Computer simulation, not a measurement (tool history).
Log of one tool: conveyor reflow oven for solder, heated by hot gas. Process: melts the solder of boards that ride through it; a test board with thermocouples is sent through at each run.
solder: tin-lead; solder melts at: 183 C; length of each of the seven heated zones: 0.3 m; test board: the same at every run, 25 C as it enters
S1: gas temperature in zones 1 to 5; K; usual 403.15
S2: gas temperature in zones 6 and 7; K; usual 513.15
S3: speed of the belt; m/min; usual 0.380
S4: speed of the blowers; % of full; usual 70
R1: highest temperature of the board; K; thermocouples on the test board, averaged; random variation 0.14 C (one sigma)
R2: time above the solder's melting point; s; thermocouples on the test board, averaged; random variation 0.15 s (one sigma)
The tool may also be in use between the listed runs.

run,hour,S1,S2,S3,S4,R1,R2
1,0.0,403.15,513.15,0.380,70,494.75,71.3
2,20.6,403.15,513.15,0.380,70,494.55,71.4
3,38.1,403.15,512.15,0.380,70,493.35,70.5
4,57.0,403.15,512.15,0.380,70,493.45,70.5
5,80.8,403.15,513.15,0.380,70,493.95,71.1
6,90.5,403.15,513.15,0.380,70,494.05,70.9
7,102.0,403.15,513.15,0.380,70,493.95,71.0
8,116.8,403.15,513.15,0.380,70,494.15,71.0
9,137.7,403.15,513.15,0.380,70,496.95,74.5
10,160.0,403.15,513.15,0.380,70,497.15,74.2
11,178.8,403.15,513.15,0.380,70,496.85,73.9
12,188.8,403.15,513.15,0.380,70,496.85,73.8
13,208.9,403.15,513.15,0.380,70,496.75,73.9
14,220.0,403.15,513.15,0.380,70,496.65,73.7
15,236.3,403.15,513.15,0.380,70,496.55,73.8
16,250.5,403.15,513.15,0.380,70,496.45,73.6
17,273.9,399.15,519.15,0.336,70,505.15,89.9
18,290.1,401.15,514.15,0.422,81,494.75,63.9
19,312.9,404.15,514.15,0.360,81,500.65,82.1
20,330.5,404.15,514.15,0.360,81,500.45,82.0
21,344.5,403.15,522.15,0.386,70,503.25,77.5
22,357.9,396.15,522.15,0.430,70,497.25,62.7
23,370.2,397.15,527.15,0.380,70,507.15,79.9
24,382.3,390.15,509.15,0.442,75,484.25,48.0
25,394.1,390.15,506.15,0.355,75,490.65,69.1
26,416.8,394.15,502.15,0.380,61,482.95,55.7
27,435.1,394.15,508.15,0.458,70,481.75,44.0
28,451.6,394.15,508.15,0.458,70,481.55,43.8
29,463.8,394.15,516.15,0.349,70,499.45,80.1
30,477.2,394.15,519.15,0.352,70,501.85,81.2

Not shown: 1 entry that the log had between the listed runs. Between which runs, and how does the tool's hidden state differ before and after?
Between runs 8 and 9: flux residue cleaned out of gas plates and filters (hour 123.8)
  heat that the gas passes to the board, % of a clean oven's: 87.6 -> 98.7; belt's true speed, % of the reading: 99.66 -> 99.64; true gas temperature in zones 6 and 7 over the reading, C: 0.5 -> 0.53
  measured less the result without the state, R1: -2.90 -> +0.30 K; R2: -2.8 -> +0.5 s
